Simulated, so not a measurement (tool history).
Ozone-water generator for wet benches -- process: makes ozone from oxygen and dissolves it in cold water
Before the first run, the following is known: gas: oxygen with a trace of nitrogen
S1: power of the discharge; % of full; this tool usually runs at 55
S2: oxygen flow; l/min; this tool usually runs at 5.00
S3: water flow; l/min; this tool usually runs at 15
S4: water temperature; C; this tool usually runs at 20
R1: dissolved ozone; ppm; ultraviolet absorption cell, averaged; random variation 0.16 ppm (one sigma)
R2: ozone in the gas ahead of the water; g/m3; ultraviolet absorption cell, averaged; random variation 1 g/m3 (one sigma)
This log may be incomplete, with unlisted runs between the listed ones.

run	hour	S1	S2	S3	S4	R1	R2
1	0.0	55	5.00	15	20	19.7	168.0
2	131.3	55	5.00	15	20	19.4	167.9
3	271.8	61	5.00	15	20	21.1	179.8
4	366.2	61	5.00	15	20	20.8	179.5
5	445.6	55	5.00	15	20	19.2	164.9
6	515.0	53	5.00	15	20	18.9	159.9
7	584.2	53	4.79	21	17	14.1	165.3
8	659.2	53	4.79	21	17	14.1	164.0
9	747.2	55	7.74	20	20	15.0	135.3
10	910.9	82	3.38	17	25	20.4	261.5
# hour 997.3: contactor cleaned
11	1021.0	55	5.00	15	20	19.3	165.2
12	1181.6	49	5.00	15	13	20.0	148.6

Per-run results on a tool with no hidden state, each run keeping its own random variation:
Hidden conditions of the tool in this case: yield of the discharge, % of new electrodes'; contactor's efficiency, % of a clean one's; true water temperature over the reading, C; drift of the gauge itself on ozone_ppm, %; drift of the gauge itself on gas_g_m3, %.
run	R1	R2
1	21.3	179.5
2	21.1	179.8
3	23.1	194.4
4	22.9	194.5
5	21.1	177.7
6	20.6	172.0
7	15.5	178.1
8	15.6	176.9
9	16.6	146.6
10	23.3	293.1
11	21.0	179.9
12	21.7	161.0
